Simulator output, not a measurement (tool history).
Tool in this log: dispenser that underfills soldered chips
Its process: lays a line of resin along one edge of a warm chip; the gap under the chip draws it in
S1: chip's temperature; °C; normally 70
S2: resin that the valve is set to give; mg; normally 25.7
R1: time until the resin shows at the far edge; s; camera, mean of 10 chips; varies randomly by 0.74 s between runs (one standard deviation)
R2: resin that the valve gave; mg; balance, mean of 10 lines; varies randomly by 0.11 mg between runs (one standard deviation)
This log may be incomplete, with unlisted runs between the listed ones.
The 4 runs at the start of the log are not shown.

| run | day | S1 | S2 | R1 | R2 |
|---|---|---|---|---|---|
|  | 1.450 | new syringe of resin |
| 5 | 1.554 | 76 | 26.8 | 59.2 | 25.58 |
| 6 | 1.817 | 70 | 22.3 | 89.9 | 21.40 |
|  | 1.858 | new syringe of resin |
| 7 | 2.204 | 70 | 23.9 | 87.8 | 22.72 |
|  | 2.279 | new syringe of resin |
| 8 | 2.442 | 59 | 23.9 | 112.7 | 22.72 |
|  | 2.633 | dispensing valve cleaned and set on the balance |
|  | 2.729 | new syringe of resin |
| 9 | 2.788 | 70 | 26.4 | 69.4 | 26.15 |
| 10 | 2.962 | 67 | 25.7 | 87.7 | 25.59 |
|  | 3.133 | new syringe of resin |
| 11 | 3.283 | 67 | 25.7 | 81.3 | 25.32 |
|  | 3.567 | new syringe of resin |
| 12 | 3.638 | 67 | 25.7 | 77.8 | 25.45 |
| 13 | 3.842 | 70 | 25.7 | 82.0 | 25.38 |
|  | 3.983 | new syringe of resin |
| 14 | 4.050 | 70 | 25.7 | 68.4 | 25.46 |
|  | 4.383 | new syringe of resin |
| 15 | 4.383 | 67 | 25.7 | 74.0 | 25.25 |
| 16 | 4.717 | 67 | 25.7 | 93.6 | 25.28 |
|  | 4.792 | new syringe of resin |
| 17 | 5.092 | 70 | 24.1 | 82.2 | 23.53 |
|  | 5.212 | new syringe of resin |
| 18 | 5.517 | 70 | 24.1 | 82.9 | 23.51 |

Run 19, settings as shown, results not yet in. Your forecast:
|  | 5.625 | new syringe of resin |
| 19 | 5.792 | 70 | 24.1 | ? | ? |

Run 19 yielded R1 75.7 s, R2 23.25 mg.
Were there no unlogged condition in the tool, this run, its random variation unchanged, would have produced R1 69.2 s, R2 24.00 mg.

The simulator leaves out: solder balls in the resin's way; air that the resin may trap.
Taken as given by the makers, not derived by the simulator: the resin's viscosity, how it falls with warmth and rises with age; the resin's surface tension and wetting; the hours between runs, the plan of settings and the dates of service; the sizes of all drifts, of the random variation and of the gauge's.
